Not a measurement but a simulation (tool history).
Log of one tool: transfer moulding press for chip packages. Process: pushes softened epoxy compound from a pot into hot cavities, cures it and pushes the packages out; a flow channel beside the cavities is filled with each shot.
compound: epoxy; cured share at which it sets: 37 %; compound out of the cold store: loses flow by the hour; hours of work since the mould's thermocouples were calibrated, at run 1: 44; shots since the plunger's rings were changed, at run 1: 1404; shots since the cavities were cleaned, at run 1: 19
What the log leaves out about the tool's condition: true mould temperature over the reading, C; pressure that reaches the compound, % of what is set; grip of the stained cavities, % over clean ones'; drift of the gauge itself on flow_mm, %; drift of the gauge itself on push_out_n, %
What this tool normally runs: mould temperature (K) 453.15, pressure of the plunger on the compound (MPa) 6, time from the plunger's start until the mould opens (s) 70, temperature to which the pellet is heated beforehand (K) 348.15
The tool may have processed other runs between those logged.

run,hour,mould temperature (K),pressure of the plunger on the compound (MPa),time from the plunger's start until the mould opens (s),temperature to which the pellet is heated beforehand (K),hours of work since the mould's thermocouples were calibrated,shots since the plunger's rings were changed,shots since the cavities were cleaned,incoming compound's hours out of the cold store,length that the compound runs in the flow channel (mm),greatest force on the pins that push the packages out (N)
1,0,453.15,6,70,348.15,44,1404,19,19.6,564,604
2,11.9,453.15,6,70,348.15,51,1589,204,14.2,566,735
3,36,453.15,6,70,348.15,65,1966,581,27.1,547,864
4,56.3,453.15,6,70,348.15,77,2283,898,25.9,549,942
# hour 61.4: cavities cleaned with cleaning compound and waxed
5,80.9,459.15,6,70,348.15,90,2643,305,47,511,547
6,103.4,459.15,6,70,348.15,103,2994,656,37.7,506,637
# hour 123.3: cavities cleaned with cleaning compound and waxed
7,125.6,459.15,6,100,348.15,115,3317,36,16.6,544,381
8,148.6,459.15,6,100,348.15,129,3676,395,17.6,551,490
9,176.8,459.15,6,100,348.15,145,4116,835,14.3,551,544
# hour 184: cavities cleaned with cleaning compound and waxed
10,199.6,459.15,6,100,348.15,158,4449,244,41.5,502,442
11,213.6,453.15,6,107,348.15,166,4667,462,32.1,520,490
12,233.6,453.15,6,107,348.15,177,4979,774,25.5,535,559
# hour 245.6: cavities cleaned with cleaning compound and waxed
13,251.4,453.15,5.37,70,348.15,187,5233,90,10.2,517,674
# hour 256: plunger's sealing rings changed
14,280.3,453.15,5.37,70,348.15,202,380,503,24.8,537,818
15,292.6,452.15,5.37,70,341.15,209,572,695,18.4,549,978
16,305.5,453.15,6,70,355.15,217,773,896,8.2,587,926
# hour 310.5: cavities cleaned with cleaning compound and waxed
17,323.5,460.15,6,57,354.15,226,1031,204,9.2,559,779
18,348,460.15,6,57,354.15,241,1413,586,9.7,572,937
19,362,460.15,6,57,354.15,249,1631,804,47.9,513,905
# hour 371.3: cavities cleaned with cleaning compound and waxed
20,389.3,456.15,6,57,357.15,264,2033,281,46.8,509,989
21,408.2,450.15,5.28,83,349.15,275,2328,576,36.5,508,659
22,422.5,450.15,5.28,83,349.15,283,2553,801,41,497,720
# hour 432.7: cavities cleaned with cleaning compound and waxed
23,444.9,453.15,6,70,338.15,295,2878,190,20.1,553,726
24,458.5,453.15,4.57,70,348.15,303,3090,402,40.8,451,782
25,472.1,449.15,6,77,348.15,311,3303,615,20,559,856
26,488.3,456.15,4.83,95,356.15,321,3556,868,9.3,502,566
# hour 494.4: cavities cleaned with cleaning compound and waxed
27,510.6,456.15,4.83,95,356.15,333,3881,253,14.5,489,466

4 options for the next run, each taken on its own from the tool as it stands now. Forecast them:
A,528.8,456.15,6.55,73,348.15,343,4164,536,24.6,?,?
B,528.8,456.15,5.26,64,354.15,343,4164,536,15,?,?
C,528.8,454.15,6,70,354.15,343,4164,536,17.1,?,?
D,528.8,453.15,5.44,104,348.15,343,4164,536,40.8,?,?

run,length that the compound runs in the flow channel (mm),greatest force on the pins that push the packages out (N)
A,561,650
B,509,846
C,556,771
D,490,540
Without the tool's unlogged condition, the same runs would have read:
run,length that the compound runs in the flow channel (mm),greatest force on the pins that push the packages out (N)
A,596,468
B,541,619
C,591,561
D,522,384
